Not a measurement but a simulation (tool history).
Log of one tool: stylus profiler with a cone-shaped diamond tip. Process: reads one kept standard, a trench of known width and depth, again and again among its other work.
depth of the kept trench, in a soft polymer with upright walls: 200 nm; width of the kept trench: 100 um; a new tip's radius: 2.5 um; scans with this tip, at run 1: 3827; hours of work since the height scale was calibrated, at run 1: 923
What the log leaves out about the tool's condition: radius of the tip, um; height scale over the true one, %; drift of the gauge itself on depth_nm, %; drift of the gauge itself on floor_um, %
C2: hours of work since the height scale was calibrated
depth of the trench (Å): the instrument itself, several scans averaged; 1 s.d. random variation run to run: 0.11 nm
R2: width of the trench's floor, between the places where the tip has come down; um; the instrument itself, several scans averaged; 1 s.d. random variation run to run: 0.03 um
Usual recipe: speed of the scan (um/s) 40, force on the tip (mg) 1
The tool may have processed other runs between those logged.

run 1 hour=0 | speed_of_the_scan_(um/s)=40 force_on_the_tip_(mg)=1 | scans_with_this_tip=3827 C2=923 | depth_of_the_trench_(Å)=2003.3 R2=97.53
run 2 hour=72 | speed_of_the_scan_(um/s)=51 force_on_the_tip_(mg)=1 | scans_with_this_tip=3992 C2=963 | depth_of_the_trench_(Å)=2001.5 R2=97.5
run 3 hour=110.1 | speed_of_the_scan_(um/s)=14 force_on_the_tip_(mg)=1 | scans_with_this_tip=4080 C2=984 | depth_of_the_trench_(Å)=2002.5 R2=97.59
run 4 hour=168.2 | speed_of_the_scan_(um/s)=14 force_on_the_tip_(mg)=1 | scans_with_this_tip=4213 C2=1016 | depth_of_the_trench_(Å)=2001 R2=97.65
run 5 hour=230.2 | speed_of_the_scan_(um/s)=14 force_on_the_tip_(mg)=1 | scans_with_this_tip=4356 C2=1051 | depth_of_the_trench_(Å)=2000.6 R2=97.58
run 6 hour=296.3 | speed_of_the_scan_(um/s)=40 force_on_the_tip_(mg)=1 | scans_with_this_tip=4508 C2=1087 | depth_of_the_trench_(Å)=2003 R2=97.5
run 7 hour=360.1 | speed_of_the_scan_(um/s)=40 force_on_the_tip_(mg)=1 | scans_with_this_tip=4654 C2=1123 | depth_of_the_trench_(Å)=2000.2 R2=97.47
run 8 hour=406.1 | speed_of_the_scan_(um/s)=40 force_on_the_tip_(mg)=1 | scans_with_this_tip=4760 C2=1148 | depth_of_the_trench_(Å)=2002.7 R2=97.5
run 9 hour=465.7 | speed_of_the_scan_(um/s)=15 force_on_the_tip_(mg)=1 | scans_with_this_tip=4897 C2=1181 | depth_of_the_trench_(Å)=2000.6 R2=97.52
run 10 hour=502.2 | speed_of_the_scan_(um/s)=15 force_on_the_tip_(mg)=1 | scans_with_this_tip=4981 C2=1201 | depth_of_the_trench_(Å)=2001 R2=97.52
run 11 hour=577.4 | speed_of_the_scan_(um/s)=15 force_on_the_tip_(mg)=1 | scans_with_this_tip=5153 C2=1243 | depth_of_the_trench_(Å)=1998.2 R2=97.45
run 12 hour=626.9 | speed_of_the_scan_(um/s)=15 force_on_the_tip_(mg)=1 | scans_with_this_tip=5267 C2=1271 | depth_of_the_trench_(Å)=1999.2 R2=97.55
run 13 hour=672 | speed_of_the_scan_(um/s)=15 force_on_the_tip_(mg)=1 | scans_with_this_tip=5371 C2=1296 | depth_of_the_trench_(Å)=2001.2 R2=97.51
run 14 hour=721.2 | speed_of_the_scan_(um/s)=15 force_on_the_tip_(mg)=1 | scans_with_this_tip=5484 C2=1323 | depth_of_the_trench_(Å)=1999.3 R2=97.5
run 15 hour=795.4 | speed_of_the_scan_(um/s)=15 force_on_the_tip_(mg)=1 | scans_with_this_tip=5654 C2=1364 | depth_of_the_trench_(Å)=1997.8 R2=97.47
run 16 hour=850.6 | speed_of_the_scan_(um/s)=15 force_on_the_tip_(mg)=1 | scans_with_this_tip=5781 C2=1395 | depth_of_the_trench_(Å)=2000.7 R2=97.48
run 17 hour=909.7 | speed_of_the_scan_(um/s)=15 force_on_the_tip_(mg)=1 | scans_with_this_tip=5917 C2=1427 | depth_of_the_trench_(Å)=1997.4 R2=97.46
run 18 hour=957.2 | speed_of_the_scan_(um/s)=102 force_on_the_tip_(mg)=1 | scans_with_this_tip=6026 C2=1454 | depth_of_the_trench_(Å)=1998.6 R2=97.16
run 19 hour=1012.9 | speed_of_the_scan_(um/s)=97 force_on_the_tip_(mg)=1 | scans_with_this_tip=6154 C2=1484 | depth_of_the_trench_(Å)=1997.9 R2=97.11
run 20 hour=1074.9 | speed_of_the_scan_(um/s)=40 force_on_the_tip_(mg)=1 | scans_with_this_tip=6296 C2=1519 | depth_of_the_trench_(Å)=1999.2 R2=97.35
run 21 hour=1115.6 | speed_of_the_scan_(um/s)=40 force_on_the_tip_(mg)=1.12 | scans_with_this_tip=6390 C2=1541 | depth_of_the_trench_(Å)=2000.4 R2=97.3
run 22 hour=1153.4 | speed_of_the_scan_(um/s)=40 force_on_the_tip_(mg)=1 | scans_with_this_tip=6477 C2=1562 | depth_of_the_trench_(Å)=1996.7 R2=97.31
run 23 hour=1204.2 | speed_of_the_scan_(um/s)=40 force_on_the_tip_(mg)=1 | scans_with_this_tip=6593 C2=1590 | depth_of_the_trench_(Å)=1997.6 R2=97.29
run 24 hour=1264.5 | speed_of_the_scan_(um/s)=40 force_on_the_tip_(mg)=1 | scans_with_this_tip=6732 C2=1624 | depth_of_the_trench_(Å)=1999.8 R2=97.31
run 25 hour=1339.5 | speed_of_the_scan_(um/s)=40 force_on_the_tip_(mg)=1 | scans_with_this_tip=6904 C2=1665 | depth_of_the_trench_(Å)=1998.3 R2=97.28
run 26 hour=1372.8 | speed_of_the_scan_(um/s)=18 force_on_the_tip_(mg)=2.18 | scans_with_this_tip=6981 C2=1684 | depth_of_the_trench_(Å)=2004.9 R2=97.35
run 27 hour=1410.4 | speed_of_the_scan_(um/s)=107 force_on_the_tip_(mg)=0.74 | scans_with_this_tip=7067 C2=1705 | depth_of_the_trench_(Å)=1993.2 R2=97.06
run 28 hour=1456.6 | speed_of_the_scan_(um/s)=107 force_on_the_tip_(mg)=0.74 | scans_with_this_tip=7173 C2=1730 | depth_of_the_trench_(Å)=1992.4 R2=97
run 29 hour=1525.8 | speed_of_the_scan_(um/s)=78 force_on_the_tip_(mg)=1.99 | scans_with_this_tip=7332 C2=1769 | depth_of_the_trench_(Å)=2004 R2=97.18
run 30 hour=1592.6 | speed_of_the_scan_(um/s)=78 force_on_the_tip_(mg)=1.99 | scans_with_this_tip=7486 C2=1806 | depth_of_the_trench_(Å)=2003.5 R2=97.22
-- hour=1608.7 height scale calibrated on a step standard
run 31 hour=1654.1 | speed_of_the_scan_(um/s)=80 force_on_the_tip_(mg)=2.28 | scans_with_this_tip=7626 C2=25 | depth_of_the_trench_(Å)=2017.9 R2=97.18
run 32 hour=1710.1 | speed_of_the_scan_(um/s)=53 force_on_the_tip_(mg)=1.12 | scans_with_this_tip=7755 C2=56 | depth_of_the_trench_(Å)=2012 R2=97.17
run 33 hour=1761.8 | speed_of_the_scan_(um/s)=31 force_on_the_tip_(mg)=0.47 | scans_with_this_tip=7873 C2=85 | depth_of_the_trench_(Å)=2005.4 R2=97.22
run 34 hour=1802.8 | speed_of_the_scan_(um/s)=58 force_on_the_tip_(mg)=0.47 | scans_with_this_tip=7967 C2=108 | depth_of_the_trench_(Å)=2006.5 R2=97.06
run 35 hour=1850.9 | speed_of_the_scan_(um/s)=15 force_on_the_tip_(mg)=1.65 | scans_with_this_tip=8078 C2=134 | depth_of_the_trench_(Å)=2014.3 R2=97.27
run 36 hour=1882.2 | speed_of_the_scan_(um/s)=14 force_on_the_tip_(mg)=0.46 | scans_with_this_tip=8150 C2=152 | depth_of_the_trench_(Å)=2004.5 R2=97.26
run 37 hour=1944.3 | speed_of_the_scan_(um/s)=14 force_on_the_tip_(mg)=0.46 | scans_with_this_tip=8292 C2=186 | depth_of_the_trench_(Å)=2004.8 R2=97.24
run 38 hour=1985.8 | speed_of_the_scan_(um/s)=14 force_on_the_tip_(mg)=1.58 | scans_with_this_tip=8388 C2=209 | depth_of_the_trench_(Å)=2014.4 R2=97.29
run 39 hour=2047.3 | speed_of_the_scan_(um/s)=40 force_on_the_tip_(mg)=0.94 | scans_with_this_tip=8529 C2=243 | depth_of_the_trench_(Å)=2009.8 R2=97.16
run 40 hour=2113.1 | speed_of_the_scan_(um/s)=25 force_on_the_tip_(mg)=0.5 | scans_with_this_tip=8680 C2=279 | depth_of_the_trench_(Å)=2004.9 R2=97.18
run 41 hour=2186.8 | speed_of_the_scan_(um/s)=37 force_on_the_tip_(mg)=1.31 | scans_with_this_tip=8850 C2=320 | depth_of_the_trench_(Å)=2010 R2=97.12
run 42 hour=2247.8 | speed_of_the_scan_(um/s)=37 force_on_the_tip_(mg)=1.31 | scans_with_this_tip=8990 C2=354 | depth_of_the_trench_(Å)=2009.3 R2=97.19
run 43 hour=2281.8 | speed_of_the_scan_(um/s)=72 force_on_the_tip_(mg)=2.84 | scans_with_this_tip=9068 C2=373 | depth_of_the_trench_(Å)=2018.3 R2=97.12
run 44 hour=2354.5 | speed_of_the_scan_(um/s)=64 force_on_the_tip_(mg)=2.84 | scans_with_this_tip=9235 C2=413 | depth_of_the_trench_(Å)=2019.6 R2=97.07
run 45 hour=2412.7 | speed_of_the_scan_(um/s)=64 force_on_the_tip_(mg)=2.84 | scans_with_this_tip=9368 C2=445 | depth_of_the_trench_(Å)=2017.3 R2=97.06
run 46 hour=2474.7 | speed_of_the_scan_(um/s)=116 force_on_the_tip_(mg)=1.3 | scans_with_this_tip=9511 C2=480 | depth_of_the_trench_(Å)=2007.1 R2=96.87

What if the next run were any one of these 3? Each begins from the tool's condition after run 46:
run A hour=2521.4 | speed_of_the_scan_(um/s)=116 force_on_the_tip_(mg)=0.89 | scans_with_this_tip=9618 C2=506 | depth_of_the_trench_(Å)=? R2=?
run B hour=2521.4 | speed_of_the_scan_(um/s)=93 force_on_the_tip_(mg)=1 | scans_with_this_tip=9618 C2=506 | depth_of_the_trench_(Å)=? R2=?
run C hour=2521.4 | speed_of_the_scan_(um/s)=17 force_on_the_tip_(mg)=1 | scans_with_this_tip=9618 C2=506 | depth_of_the_trench_(Å)=? R2=?

run=A depth_of_the_trench_(Å)=2004.7 R2=96.77
run=B depth_of_the_trench_(Å)=2006.9 R2=96.91
run=C depth_of_the_trench_(Å)=2006.3 R2=97.15
What these runs would have given with no unlogged condition in the tool:
run=A depth_of_the_trench_(Å)=2010 R2=97.61
run=B depth_of_the_trench_(Å)=2012.2 R2=97.76
run=C depth_of_the_trench_(Å)=2011.6 R2=97.99
